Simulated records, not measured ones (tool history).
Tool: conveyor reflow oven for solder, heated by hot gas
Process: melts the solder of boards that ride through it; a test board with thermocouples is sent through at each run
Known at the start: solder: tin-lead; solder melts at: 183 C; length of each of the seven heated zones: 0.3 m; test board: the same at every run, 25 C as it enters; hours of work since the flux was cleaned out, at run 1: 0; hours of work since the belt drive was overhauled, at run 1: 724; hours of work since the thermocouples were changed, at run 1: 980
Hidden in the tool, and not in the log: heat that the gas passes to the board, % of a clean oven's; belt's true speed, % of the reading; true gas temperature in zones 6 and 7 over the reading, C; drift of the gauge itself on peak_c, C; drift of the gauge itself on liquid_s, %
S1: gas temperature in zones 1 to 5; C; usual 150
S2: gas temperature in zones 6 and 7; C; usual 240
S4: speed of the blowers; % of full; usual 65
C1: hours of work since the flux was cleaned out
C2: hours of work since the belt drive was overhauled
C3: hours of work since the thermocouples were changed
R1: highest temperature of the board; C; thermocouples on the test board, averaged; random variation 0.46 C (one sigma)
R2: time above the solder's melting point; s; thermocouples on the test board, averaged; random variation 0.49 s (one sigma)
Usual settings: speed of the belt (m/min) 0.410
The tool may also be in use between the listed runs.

Run 1, day 0.000: usual settings; C1 0; C2 724; C3 980. Result: R1 225.0 C, R2 77.7 s.
Run 2, day 1.342: usual settings; C1 25; C2 749; C3 1005. Result: R1 226.0 C, R2 77.1 s.
Run 3, day 3.279: usual settings; C1 60; C2 784; C3 1041. Result: R1 225.5 C, R2 77.1 s.
Run 4, day 5.083: usual settings; C1 93; C2 817; C3 1074. Result: R1 225.1 C, R2 77.9 s.
Run 5, day 6.029: usual settings; C1 111; C2 835; C3 1091. Result: R1 225.1 C, R2 77.2 s.
Run 6, day 7.212: usual settings; C1 132; C2 856; C3 1113. Result: R1 226.1 C, R2 77.8 s.
Run 7, day 8.504: usual settings; C1 156; C2 880; C3 1136. Result: R1 225.5 C, R2 77.9 s.
Run 8, day 10.075: usual settings but S2 239 C; C1 185; C2 909; C3 1165. Result: R1 225.1 C, R2 77.1 s.
Run 9, day 10.925: usual settings but S2 239 C; C1 200; C2 924; C3 1181. Result: R1 224.3 C, R2 76.8 s.
Run 10, day 12.838: usual settings but S2 239 C; C1 235; C2 959; C3 1216. Result: R1 225.1 C, R2 77.6 s.
Run 11, day 13.950: usual settings but S2 239 C; C1 256; C2 980; C3 1236. Result: R1 224.7 C, R2 77.0 s.
Run 12, day 15.821: usual settings but S2 239 C, speed of the belt (m/min) 0.356; C1 290; C2 1014; C3 1271. Result: R1 229.3 C, R2 92.0 s.
Run 13, day 16.929: usual settings but S1 142 C, S2 239 C, speed of the belt (m/min) 0.356; C1 310; C2 1034; C3 1291. Result: R1 227.8 C, R2 87.8 s.
Run 14, day 17.783: usual settings but S1 157 C; C1 326; C2 1050; C3 1307. Result: R1 226.3 C, R2 80.7 s.
At day 18.679: thermocouples of zones 6 and 7 changed.
Run 15, day 19.367: usual settings; C1 354; C2 1078; C3 13. Result: R1 226.3 C, R2 78.6 s.
Run 16, day 20.229: usual settings; C1 369; C2 1093; C3 28. Result: R1 225.8 C, R2 77.2 s.

Run 17 comes next. What will it give?
Run 17, day 21.967: usual settings but S2 246 C, speed of the belt (m/min) 0.488, S4 54 % of full; C1 401; C2 1125; C3 60. Result: R1 ?, R2 ?.

R1: 222.4 C
R2: 61.8 s
Without the tool's hidden state the same run would have given R1 222.5 C, R2 61.8 s.

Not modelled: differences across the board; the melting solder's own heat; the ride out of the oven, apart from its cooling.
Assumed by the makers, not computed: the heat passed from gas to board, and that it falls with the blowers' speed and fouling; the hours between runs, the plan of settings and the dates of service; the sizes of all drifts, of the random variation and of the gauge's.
